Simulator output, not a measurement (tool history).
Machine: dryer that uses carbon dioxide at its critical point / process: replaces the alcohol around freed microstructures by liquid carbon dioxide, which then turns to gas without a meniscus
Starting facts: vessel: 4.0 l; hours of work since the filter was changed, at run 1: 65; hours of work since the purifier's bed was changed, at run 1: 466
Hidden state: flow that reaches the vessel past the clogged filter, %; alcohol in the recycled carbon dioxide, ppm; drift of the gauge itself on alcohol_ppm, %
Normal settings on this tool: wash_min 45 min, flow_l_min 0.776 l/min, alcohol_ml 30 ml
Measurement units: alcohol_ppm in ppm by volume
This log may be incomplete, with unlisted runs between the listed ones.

run	hour	wash_min	flow_l_min	alcohol_ml	hours of work since the filter was changed	hours of work since the purifier's bed was changed	alcohol_ppm
1	0.0	45	0.776	30	65	466	24
2	33.0	45	0.776	30	77	478	21
3	55.3	45	0.776	30	86	487	22
4	85.2	45	0.977	30	97	498	17
5	120.8	45	0.977	30	110	511	19
6	144.5	45	0.977	30	119	520	17
7	180.4	45	0.977	30	133	534	18
8	214.5	45	0.776	30	145	547	20
9	234.7	45	0.776	80	153	554	22
10	258.4	45	0.776	36	162	563	23
11	295.7	42	0.776	36	176	577	26
# hour 319.4: inlet filter changed
12	325.8	45	0.701	30	2	588	24
13	371.8	45	0.701	56	20	605	22
14	411.1	45	0.701	56	34	620	31
15	441.1	42	0.836	38	46	631	24
16	460.4	42	0.836	38	53	639	21
17	486.4	27	0.977	23	63	648	32
18	528.3	32	1.044	41	78	664	23
19	571.2	32	1.044	41	95	680	24
20	599.8	32	1.044	41	105	691	25
21	634.0	45	0.522	21	118	704	45
22	670.7	45	0.512	31	132	717	64
23	715.7	57	1.213	66	149	734	23

Some steps in alcohol_ppm between neighbouring runs. How much of each would the tool show without its hidden state too (settings, what came in, random variation), and how much is left for the hidden state, with any gauge scatter that isn't in both results?
Run 20 -> 21: wash_min 32 -> 45, flow_l_min 1.044 -> 0.522, alcohol_ml 41 -> 21. alcohol_ppm +20 ppm by volume: hidden state +6, all else +14.
Run 22 -> 23: wash_min 45 -> 57, flow_l_min 0.512 -> 1.213, alcohol_ml 31 -> 66. alcohol_ppm -41 ppm by volume: hidden state -10, all else -31.
